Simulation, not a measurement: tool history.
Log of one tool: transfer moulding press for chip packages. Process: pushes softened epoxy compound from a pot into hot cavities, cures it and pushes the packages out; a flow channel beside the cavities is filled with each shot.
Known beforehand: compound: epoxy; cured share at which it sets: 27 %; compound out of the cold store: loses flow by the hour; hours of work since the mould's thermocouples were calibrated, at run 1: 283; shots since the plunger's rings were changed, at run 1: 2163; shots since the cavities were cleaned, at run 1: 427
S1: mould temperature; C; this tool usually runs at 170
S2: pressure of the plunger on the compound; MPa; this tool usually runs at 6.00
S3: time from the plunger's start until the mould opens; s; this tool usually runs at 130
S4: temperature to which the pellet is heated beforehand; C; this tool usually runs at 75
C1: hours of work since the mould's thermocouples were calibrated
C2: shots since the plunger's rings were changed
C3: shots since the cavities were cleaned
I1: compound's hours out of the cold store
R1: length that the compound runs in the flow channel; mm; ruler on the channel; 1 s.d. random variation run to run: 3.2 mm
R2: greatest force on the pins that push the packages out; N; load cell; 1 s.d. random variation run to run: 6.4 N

run 1 hour=0.0 | S1=170 S2=6.00 S3=130 S4=75 | C1=283 C2=2163 C3=427 | I1=25.0 | R1=789 R2=402
run 2 hour=10.1 | S1=170 S2=6.00 S3=130 S4=75 | C1=291 C2=2271 C3=535 | I1=12.4 | R1=830 R2=424
run 3 hour=15.5 | S1=170 S2=6.00 S3=130 S4=75 | C1=295 C2=2329 C3=593 | I1=12.5 | R1=820 R2=454
run 4 hour=19.8 | S1=170 S2=6.00 S3=130 S4=75 | C1=298 C2=2375 C3=639 | I1=35.9 | R1=758 R2=435
run 5 hour=27.9 | S1=170 S2=6.00 S3=130 S4=75 | C1=304 C2=2461 C3=725 | I1=34.7 | R1=755 R2=429
run 6 hour=36.2 | S1=170 S2=6.00 S3=130 S4=75 | C1=310 C2=2550 C3=814 | I1=33.1 | R1=760 R2=468
-- hour=41.4 cavities cleaned with cleaning compound and waxed
run 7 hour=47.5 | S1=170 S2=6.00 S3=130 S4=75 | C1=317 C2=2654 C3=65 | I1=38.3 | R1=746 R2=558
run 8 hour=53.0 | S1=170 S2=6.00 S3=130 S4=75 | C1=321 C2=2713 C3=124 | I1=17.4 | R1=804 R2=579
-- hour=63.0 plunger's sealing rings changed
run 9 hour=64.6 | S1=170 S2=6.00 S3=130 S4=75 | C1=327 C2=16 C3=220 | I1=10.5 | R1=880 R2=559
-- hour=70.4 cavities cleaned with cleaning compound and waxed, once more
run 10 hour=75.4 | S1=170 S2=6.00 S3=130 S4=75 | C1=334 C2=116 C3=53 | I1=16.1 | R1=854 R2=287
run 11 hour=82.6 | S1=175 S2=6.00 S3=130 S4=75 | C1=339 C2=193 C3=130 | I1=23.5 | R1=814 R2=252
run 12 hour=91.7 | S1=175 S2=6.00 S3=130 S4=75 | C1=346 C2=290 C3=227 | I1=14.6 | R1=839 R2=279
run 13 hour=101.7 | S1=175 S2=6.00 S3=130 S4=75 | C1=353 C2=396 C3=333 | I1=23.1 | R1=817 R2=317
run 14 hour=107.0 | S1=175 S2=6.00 S3=118 S4=75 | C1=357 C2=453 C3=390 | I1=43.1 | R1=758 R2=335
run 15 hour=115.8 | S1=170 S2=6.00 S3=130 S4=75 | C1=363 C2=547 C3=484 | I1=9.1 | R1=874 R2=420
run 16 hour=124.0 | S1=170 S2=6.00 S3=130 S4=75 | C1=369 C2=634 C3=571 | I1=25.4 | R1=822 R2=444
run 17 hour=131.9 | S1=170 S2=6.00 S3=130 S4=75 | C1=375 C2=719 C3=656 | I1=28.7 | R1=804 R2=434
run 18 hour=136.2 | S1=167 S2=6.00 S3=146 S4=85 | C1=378 C2=765 C3=702 | I1=43.5 | R1=770 R2=430
run 19 hour=142.8 | S1=167 S2=6.00 S3=146 S4=85 | C1=383 C2=835 C3=772 | I1=9.2 | R1=877 R2=466
run 20 hour=147.1 | S1=167 S2=6.00 S3=146 S4=85 | C1=386 C2=881 C3=818 | I1=10.8 | R1=874 R2=489
-- hour=152.2 cavities cleaned with cleaning compound and waxed
run 21 hour=155.9 | S1=170 S2=6.00 S3=147 S4=78 | C1=391 C2=959 C3=39 | I1=36.2 | R1=786 R2=233
run 22 hour=161.2 | S1=170 S2=6.00 S3=149 S4=78 | C1=395 C2=1015 C3=95 | I1=20.2 | R1=831 R2=256
run 23 hour=168.2 | S1=165 S2=5.24 S3=114 S4=78 | C1=400 C2=1090 C3=170 | I1=14.8 | R1=804 R2=617
run 24 hour=176.1 | S1=165 S2=5.24 S3=114 S4=78 | C1=406 C2=1174 C3=254 | I1=11.6 | R1=811 R2=715
run 25 hour=183.2 | S1=174 S2=6.00 S3=141 S4=75 | C1=411 C2=1250 C3=330 | I1=26.0 | R1=796 R2=290
run 26 hour=192.0 | S1=174 S2=6.00 S3=141 S4=75 | C1=418 C2=1344 C3=424 | I1=15.3 | R1=826 R2=303
run 27 hour=199.1 | S1=169 S2=6.00 S3=130 S4=81 | C1=423 C2=1420 C3=500 | I1=21.8 | R1=820 R2=446
run 28 hour=207.3 | S1=169 S2=4.79 S3=112 S4=73 | C1=429 C2=1507 C3=587 | I1=18.8 | R1=743 R2=661
run 29 hour=212.2 | S1=169 S2=4.98 S3=151 S4=77 | C1=432 C2=1559 C3=639 | I1=39.0 | R1=701 R2=373
run 30 hour=218.1 | S1=164 S2=6.62 S3=153 S4=74 | C1=437 C2=1622 C3=702 | I1=13.4 | R1=906 R2=531

Below are 3 alternative next runs, each starting from the tool's condition after run 30. Predict each:
run A hour=224.8 | S1=164 S2=6.62 S3=153 S4=73 | C1=441 C2=1694 C3=774 | I1=9.3 | R1=? R2=?
run B hour=224.8 | S1=170 S2=5.72 S3=130 S4=75 | C1=441 C2=1694 C3=774 | I1=16.6 | R1=? R2=?
run C hour=224.8 | S1=166 S2=6.52 S3=130 S4=79 | C1=441 C2=1694 C3=774 | I1=37.4 | R1=? R2=?

run=A R1=919 R2=519
run=B R1=809 R2=493
run=C R1=813 R2=581
The same runs, with their run-to-run variation unchanged, on a tool lacking any hidden condition would have given:
run=A R1=949 R2=262
run=B R1=836 R2=251
run=C R1=839 R2=297
